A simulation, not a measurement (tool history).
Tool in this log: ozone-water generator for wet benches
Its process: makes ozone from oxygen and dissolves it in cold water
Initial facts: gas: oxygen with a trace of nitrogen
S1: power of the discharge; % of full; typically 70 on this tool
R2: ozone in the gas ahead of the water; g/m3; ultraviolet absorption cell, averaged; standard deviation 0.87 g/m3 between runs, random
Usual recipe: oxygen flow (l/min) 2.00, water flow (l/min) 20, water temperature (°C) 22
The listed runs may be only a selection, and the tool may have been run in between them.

run 1 hour=0.0 | S1=70 oxygen_flow_(l/min)=2.00 water_flow_(l/min)=20 water_temperature_(°C)=22 | dissolved_ozone_(ppm)=7.1 R2=142.4
run 2 hour=20.1 | S1=70 oxygen_flow_(l/min)=2.00 water_flow_(l/min)=14 water_temperature_(°C)=22 | dissolved_ozone_(ppm)=9.7 R2=142.2
run 3 hour=42.3 | S1=70 oxygen_flow_(l/min)=2.00 water_flow_(l/min)=20 water_temperature_(°C)=21 | dissolved_ozone_(ppm)=7.2 R2=140.9
run 4 hour=83.1 | S1=70 oxygen_flow_(l/min)=2.00 water_flow_(l/min)=20 water_temperature_(°C)=21 | dissolved_ozone_(ppm)=7.3 R2=141.3
run 5 hour=110.3 | S1=70 oxygen_flow_(l/min)=2.00 water_flow_(l/min)=26 water_temperature_(°C)=22 | dissolved_ozone_(ppm)=5.4 R2=141.9
run 6 hour=156.8 | S1=70 oxygen_flow_(l/min)=2.00 water_flow_(l/min)=26 water_temperature_(°C)=22 | dissolved_ozone_(ppm)=5.5 R2=140.7
run 7 hour=186.5 | S1=70 oxygen_flow_(l/min)=2.00 water_flow_(l/min)=26 water_temperature_(°C)=22 | dissolved_ozone_(ppm)=5.6 R2=141.6
run 8 hour=219.5 | S1=70 oxygen_flow_(l/min)=2.78 water_flow_(l/min)=26 water_temperature_(°C)=22 | dissolved_ozone_(ppm)=6.1 R2=124.4
run 9 hour=246.7 | S1=70 oxygen_flow_(l/min)=2.78 water_flow_(l/min)=26 water_temperature_(°C)=22 | dissolved_ozone_(ppm)=6.2 R2=125.5
run 10 hour=280.7 | S1=70 oxygen_flow_(l/min)=2.78 water_flow_(l/min)=26 water_temperature_(°C)=22 | dissolved_ozone_(ppm)=6.1 R2=125.4
run 11 hour=315.5 | S1=70 oxygen_flow_(l/min)=2.00 water_flow_(l/min)=20 water_temperature_(°C)=27 | dissolved_ozone_(ppm)=6.7 R2=142.3
run 12 hour=361.7 | S1=54 oxygen_flow_(l/min)=1.56 water_flow_(l/min)=16 water_temperature_(°C)=22 | dissolved_ozone_(ppm)=6.3 R2=123.2
run 13 hour=394.4 | S1=60 oxygen_flow_(l/min)=2.00 water_flow_(l/min)=13 water_temperature_(°C)=22 | dissolved_ozone_(ppm)=9.2 R2=123.6
run 14 hour=421.6 | S1=69 oxygen_flow_(l/min)=2.13 water_flow_(l/min)=13 water_temperature_(°C)=22 | dissolved_ozone_(ppm)=10.3 R2=137.3
run 15 hour=461.2 | S1=42 oxygen_flow_(l/min)=2.00 water_flow_(l/min)=20 water_temperature_(°C)=18 | dissolved_ozone_(ppm)=4.5 R2=90.3
run 16 hour=505.7 | S1=59 oxygen_flow_(l/min)=1.11 water_flow_(l/min)=14 water_temperature_(°C)=22 | dissolved_ozone_(ppm)=6.8 R2=150.9
run 17 hour=539.8 | S1=81 oxygen_flow_(l/min)=3.44 water_flow_(l/min)=22 water_temperature_(°C)=19 | dissolved_ozone_(ppm)=9.3 R2=131.8
run 18 hour=559.3 | S1=96 oxygen_flow_(l/min)=1.85 water_flow_(l/min)=20 water_temperature_(°C)=22 | dissolved_ozone_(ppm)=9.2 R2=194.9
run 19 hour=594.5 | S1=96 oxygen_flow_(l/min)=1.85 water_flow_(l/min)=20 water_temperature_(°C)=22 | dissolved_ozone_(ppm)=9.1 R2=194.4
run 20 hour=619.6 | S1=96 oxygen_flow_(l/min)=1.12 water_flow_(l/min)=20 water_temperature_(°C)=22 | dissolved_ozone_(ppm)=7.4 R2=232.2
run 21 hour=654.3 | S1=70 oxygen_flow_(l/min)=3.07 water_flow_(l/min)=24 water_temperature_(°C)=22 | dissolved_ozone_(ppm)=7.0 R2=121.5

Alternative continuations, all from the tool just after run 21; predict every row:
run A hour=681.4 | S1=58 oxygen_flow_(l/min)=3.07 water_flow_(l/min)=21 water_temperature_(°C)=24 | dissolved_ozone_(ppm)=? R2=?
run B hour=681.4 | S1=56 oxygen_flow_(l/min)=2.00 water_flow_(l/min)=30 water_temperature_(°C)=17 | dissolved_ozone_(ppm)=? R2=?
run C hour=681.4 | S1=70 oxygen_flow_(l/min)=3.07 water_flow_(l/min)=24 water_temperature_(°C)=16 | dissolved_ozone_(ppm)=? R2=?

run=A dissolved_ozone_(ppm)=6.5 R2=102.6
run=B dissolved_ozone_(ppm)=4.0 R2=115.5
run=C dissolved_ozone_(ppm)=7.4 R2=120.7
Take away the tool's hidden state, keep each run's random variation, and the runs would have read:
run=A dissolved_ozone_(ppm)=6.6 R2=102.7
run=B dissolved_ozone_(ppm)=4.0 R2=115.5
run=C dissolved_ozone_(ppm)=7.4 R2=120.7
